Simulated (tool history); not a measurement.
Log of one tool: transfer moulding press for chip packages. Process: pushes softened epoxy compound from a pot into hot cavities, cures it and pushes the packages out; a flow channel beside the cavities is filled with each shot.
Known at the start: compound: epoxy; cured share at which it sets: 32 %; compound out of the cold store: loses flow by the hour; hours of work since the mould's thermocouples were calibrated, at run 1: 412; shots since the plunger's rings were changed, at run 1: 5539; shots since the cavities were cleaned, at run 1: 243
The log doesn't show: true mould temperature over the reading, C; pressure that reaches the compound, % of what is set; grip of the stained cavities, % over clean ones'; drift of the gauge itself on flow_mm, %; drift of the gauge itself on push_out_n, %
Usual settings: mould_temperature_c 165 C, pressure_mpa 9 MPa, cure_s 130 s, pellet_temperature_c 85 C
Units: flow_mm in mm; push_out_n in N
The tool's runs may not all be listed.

run,hour,mould_temperature_c,pressure_mpa,cure_s,pellet_temperature_c,hours of work since the mould's thermocouples were calibrated,shots since the plunger's rings were changed,shots since the cavities were cleaned,incoming compound's hours out of the cold store,flow_mm,push_out_n
1,0,165,9,130,85,412,5539,243,29.8,826,471
# hour 11.1: plunger's sealing rings changed
2,58.4,165,9,130,85,447,434,756,34.6,876,615
# hour 106.6: cavities cleaned with cleaning compound and waxed
3,107.4,165,9,130,85,476,869,7,15,962,374
4,164.8,165,9,130,85,511,1394,532,37.7,843,579
5,215.1,165,9,130,85,542,1856,994,36.7,843,626
# hour 238.7: cavities cleaned with cleaning compound and waxed
6,276.3,165,9,130,85,579,2403,345,38.9,832,502
7,337,165,9,130,85,616,2959,901,39,819,615
# hour 370.5: cavities cleaned with cleaning compound and waxed
8,377.5,165,9,130,80,641,3316,63,45.7,792,375
9,427.7,165,9,130,80,672,3777,524,35.9,826,557
10,482,165,9,130,85,705,4274,1021,39.9,802,612
# hour 501.9: cavities cleaned with cleaning compound and waxed
11,517.6,165,9,130,85,726,4586,143,28.1,852,439
# hour 533.7: mould's thermocouples calibrated
12,581.8,165,9,130,85,30,5156,713,20,881,638
13,618.7,165,9,130,85,52,5495,1052,18.4,886,680
# hour 632.1: plunger's sealing rings changed
# hour 638.6: cavities cleaned with cleaning compound and waxed
14,655.1,166,9,130,85,72,197,152,16.5,962,466
15,700.1,171,9.33,124,82,100,609,564,20.8,938,522
16,761.6,171,9.33,119,94,138,1172,1127,43.3,830,594
# hour 771.9: cavities cleaned with cleaning compound and waxed
17,821.7,171,9.33,119,94,174,1709,456,11.8,956,520
18,846.9,159,9.33,157,94,190,1940,687,47.4,830,599
# hour 902: cavities cleaned with cleaning compound and waxed
19,902.9,169,9,123,88,223,2440,8,16.3,924,359
20,938.6,169,9,113,88,245,2767,335,8.9,957,581
21,974.5,169,9,113,88,267,3096,664,30.5,852,621
22,1007,163,10.64,128,86,287,3394,962,16.8,1001,733
# hour 1035.8: cavities cleaned with cleaning compound and waxed
23,1056.3,165,9,151,80,317,3832,188,47.6,783,413
24,1101,165,9,151,80,344,4241,597,33.7,832,510
25,1140.4,165,9,127,85,369,4602,958,8.4,935,691
# hour 1167.5: cavities cleaned with cleaning compound and waxed
26,1203.3,173,9,130,77,407,5165,327,42.6,764,442
27,1247.8,163,9,130,78,434,5573,735,43.4,777,656
# hour 1254.7: plunger's sealing rings changed
28,1290.7,165,8.73,130,85,459,330,1105,24.6,904,662

Forecast each of these 4 alternatives for the next run:
# hour 1301.1: cavities cleaned with cleaning compound and waxed
A,1327,165,9.24,162,88,480,649,237,28.9,?,?
# hour 1301.1: cavities cleaned with cleaning compound and waxed
B,1327,165,10.13,151,86,480,649,237,19,?,?
# hour 1301.1: cavities cleaned with cleaning compound and waxed
C,1327,165,8.73,137,85,480,649,237,30.2,?,?
# hour 1301.1: cavities cleaned with cleaning compound and waxed
D,1327,168,8.88,130,82,480,649,237,16.6,?,?

run,flow_mm,push_out_n
A,909,430
B,1005,436
C,887,454
D,944,460
Without the tool's hidden state the same runs would have given:
run,flow_mm,push_out_n
A,920,324
B,1017,330
C,897,348
D,955,352
